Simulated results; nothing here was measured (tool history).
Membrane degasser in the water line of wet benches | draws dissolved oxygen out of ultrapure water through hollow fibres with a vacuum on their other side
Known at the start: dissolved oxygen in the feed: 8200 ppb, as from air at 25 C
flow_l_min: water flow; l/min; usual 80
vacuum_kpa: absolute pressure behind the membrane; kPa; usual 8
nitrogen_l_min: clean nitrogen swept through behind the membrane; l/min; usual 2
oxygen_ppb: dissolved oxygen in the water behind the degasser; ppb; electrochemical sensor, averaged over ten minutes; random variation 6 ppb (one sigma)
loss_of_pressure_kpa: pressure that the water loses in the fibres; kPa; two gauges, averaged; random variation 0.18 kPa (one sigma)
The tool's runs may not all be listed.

run    hour  flow_l_min  vacuum_kpa  nitrogen_l_min  oxygen_ppb  loss_of_pressure_kpa
  1       0          80           8               2       614.3                 34.92
  2   251.4          80           8            2.32       591.4                 35.04
  3   482.2          80           8            2.32         595                 35.12
  4   705.2          80           8            2.32       580.6                 35.03
  5   914.9          80           8               2       636.2                  35.4
  6  1154.7          80           8               2       639.6                 35.37
  7  1284.2          80        7.95               2       637.1                 35.84
     1303.8  -- vacuum gauge calibrated
  8  1545.2          80        7.95               2       642.1                 35.58
  9  1671.2         117           8               2       884.2                 52.55
 10  1877.3          80       17.77               2      1288.2                 35.66
 11  2008.9          80        9.59            1.56       842.9                 35.87
 12  2177.1          82           8               2       658.1                 36.77
 13  2397.8          74        5.98            1.23         575                 33.24
 14    2615          78           8               2       633.7                 34.89
     2673.4  -- vacuum gauge calibrated, once more
 15  2793.5          80       10.64            2.13       806.2                 36.14
 16  2977.4          82        8.89            4.05       540.7                 37.31
 17    3178          82        8.89            4.05       534.2                  36.8
 18  3346.4          80        7.77            2.34       590.4                 36.26
 19  3468.4          51           8            4.09       316.9                 23.13
 20  3627.5          74           8            2.23       585.3                 33.59

Forecast each of these 3 alternatives for the next run:
  A  3837.1          70       17.95            2.74           ?                     ?
  B  3837.1          56        7.17               2           ?                     ?
  C  3837.1          96       18.93            1.14           ?                     ?

run  oxygen_ppb  loss_of_pressure_kpa
  A       987.6                 31.88
  B       433.3                 25.57
  C      2084.5                 43.52
Without the tool's hidden state the same runs would have given:
run  oxygen_ppb  loss_of_pressure_kpa
  A       943.2                 30.17
  B         392                 24.21
  C      2042.4                 41.19
